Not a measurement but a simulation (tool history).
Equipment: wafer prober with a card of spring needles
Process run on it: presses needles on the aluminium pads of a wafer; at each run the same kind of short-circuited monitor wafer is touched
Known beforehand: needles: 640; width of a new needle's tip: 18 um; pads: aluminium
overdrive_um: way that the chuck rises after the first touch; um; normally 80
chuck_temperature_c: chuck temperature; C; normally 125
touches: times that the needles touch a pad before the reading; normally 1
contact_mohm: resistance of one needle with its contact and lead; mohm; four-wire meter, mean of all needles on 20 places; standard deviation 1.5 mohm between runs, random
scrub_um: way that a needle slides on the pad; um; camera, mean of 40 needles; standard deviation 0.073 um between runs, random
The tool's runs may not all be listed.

Run 1, hour 0: usual settings. Result: contact_mohm 161 mohm, scrub_um 17.14 um.
At hour 6.1: tips cleaned on abrasive film.
Run 2, hour 9.7: usual settings. Result: contact_mohm 152 mohm, scrub_um 17.1 um.
Run 3, hour 19.3: usual settings. Result: contact_mohm 158 mohm, scrub_um 17.36 um.
At hour 24.3: tips cleaned on abrasive film.
Run 4, hour 31.4: usual settings but touches 3. Result: contact_mohm 147 mohm, scrub_um 17.28 um.
At hour 42.8: tips cleaned on abrasive film.
Run 5, hour 43.2: usual settings but chuck_temperature_c 63 C. Result: contact_mohm 135 mohm, scrub_um 17.16 um.
Run 6, hour 55.3: usual settings but chuck_temperature_c 32 C. Result: contact_mohm 146 mohm, scrub_um 17 um.
At hour 61.5: tips cleaned on abrasive film.
At hour 63.4: height of the first contact set anew.
Run 7, hour 64.8: usual settings but chuck_temperature_c 32 C. Result: contact_mohm 137 mohm, scrub_um 17.63 um.
Run 8, hour 71.6: usual settings but chuck_temperature_c 32 C. Result: contact_mohm 141 mohm, scrub_um 17.67 um.
At hour 79.6: tips cleaned on abrasive film.
Run 9, hour 80.4: usual settings but chuck_temperature_c 32 C. Result: contact_mohm 132 mohm, scrub_um 17.51 um.
Run 10, hour 86.3: usual settings but chuck_temperature_c 32 C. Result: contact_mohm 139 mohm, scrub_um 17.66 um.
Run 11, hour 94.2: usual settings but chuck_temperature_c 32 C. Result: contact_mohm 150 mohm, scrub_um 17.58 um.
At hour 97.9: tips cleaned on abrasive film.
Run 12, hour 104.4: usual settings but overdrive_um 73 um. Result: contact_mohm 155 mohm, scrub_um 15.94 um.
Run 13, hour 111.7: usual settings. Result: contact_mohm 160 mohm, scrub_um 17.59 um.
At hour 116.4: tips cleaned on abrasive film.
Run 14, hour 121: usual settings. Result: contact_mohm 149 mohm, scrub_um 17.63 um.
Run 15, hour 132.7: usual settings. Result: contact_mohm 163 mohm, scrub_um 17.56 um.
At hour 134.9: tips cleaned on abrasive film.
Run 16, hour 146.8: usual settings. Result: contact_mohm 157 mohm, scrub_um 17.6 um.
At hour 153.3: tips cleaned on abrasive film.
Run 17, hour 156.7: usual settings. Result: contact_mohm 147 mohm, scrub_um 17.54 um.
Run 18, hour 165.2: usual settings. Result: contact_mohm 158 mohm, scrub_um 17.58 um.
At hour 171.7: tips cleaned on abrasive film.
Run 19, hour 176.4: usual settings. Result: contact_mohm 148 mohm, scrub_um 17.55 um.
Run 20, hour 186.3: usual settings. Result: contact_mohm 160 mohm, scrub_um 17.47 um.
At hour 189.9: tips cleaned on abrasive film.
Run 21, hour 193.8: usual settings but chuck_temperature_c 120 C. Result: contact_mohm 149 mohm, scrub_um 17.55 um.
Run 22, hour 204.8: usual settings but chuck_temperature_c 120 C. Result: contact_mohm 159 mohm, scrub_um 17.61 um.
At hour 207.9: tips cleaned on abrasive film.
Run 23, hour 212.7: usual settings but chuck_temperature_c 120 C. Result: contact_mohm 151 mohm, scrub_um 17.5 um.
Run 24, hour 220.6: usual settings but overdrive_um 91 um, chuck_temperature_c 88 C, touches 3. Result: contact_mohm 140 mohm, scrub_um 19.87 um.
At hour 225.9: tips cleaned on abrasive film.
Run 25, hour 230.3: usual settings but overdrive_um 91 um, chuck_temperature_c 27 C, touches 2. Result: contact_mohm 132 mohm, scrub_um 19.94 um.
Run 26, hour 238.5: usual settings but overdrive_um 91 um, chuck_temperature_c 27 C, touches 2. Result: contact_mohm 132 mohm, scrub_um 19.94 um.
At hour 244.2: tips cleaned on abrasive film.
Run 27, hour 246.6: usual settings but overdrive_um 73 um, chuck_temperature_c 121 C, touches 2. Result: contact_mohm 145 mohm, scrub_um 15.93 um.
Run 28, hour 255.4: usual settings but overdrive_um 73 um, chuck_temperature_c 121 C, touches 2. Result: contact_mohm 150 mohm, scrub_um 15.93 um.
At hour 262.2: tips cleaned on abrasive film.
Run 29, hour 269.1: usual settings but chuck_temperature_c 106 C, touches 2. Result: contact_mohm 144 mohm, scrub_um 17.47 um.
At hour 280.8: tips cleaned on abrasive film.
Run 30, hour 281.8: usual settings but overdrive_um 68 um, chuck_temperature_c 56 C, touches 2. Result: contact_mohm 135 mohm, scrub_um 14.75 um.
Run 31, hour 292.4: usual settings but overdrive_um 68 um, chuck_temperature_c 56 C, touches 2. Result: contact_mohm 147 mohm, scrub_um 14.81 um.
At hour 298.7: tips cleaned on abrasive film.
Run 32, hour 305.5: usual settings but overdrive_um 62 um, chuck_temperature_c 34 C, touches 2. Result: contact_mohm 145 mohm, scrub_um 13.39 um.
At hour 317.1: tips cleaned on abrasive film.
Run 33, hour 319.1: usual settings but overdrive_um 76 um, touches 2. Result: contact_mohm 146 mohm, scrub_um 16.43 um.

4 options for the next run, each taken on its own from the tool as it stands now. Forecast them:
Run A, hour 328.7: usual settings but overdrive_um 93 um, chuck_temperature_c 58 C. Result: contact_mohm ?, scrub_um ?.
Run B, hour 328.7: usual settings but overdrive_um 86 um, chuck_temperature_c 104 C. Result: contact_mohm ?, scrub_um ?.
Run C, hour 328.7: usual settings but overdrive_um 63 um, touches 3. Result: contact_mohm ?, scrub_um ?.
Run D, hour 328.7: usual settings but overdrive_um 85 um. Result: contact_mohm ?, scrub_um ?.

run  contact_mohm  scrub_um
  A           144     20.14
  B           151     18.67
  C           157     13.66
  D           154     18.44
With the hidden condition removed and each run's random variation left untouched, the same runs would have given:
run  contact_mohm  scrub_um
  A           129     20.39
  B           136     18.92
  C           147     13.91
  D           139     18.69
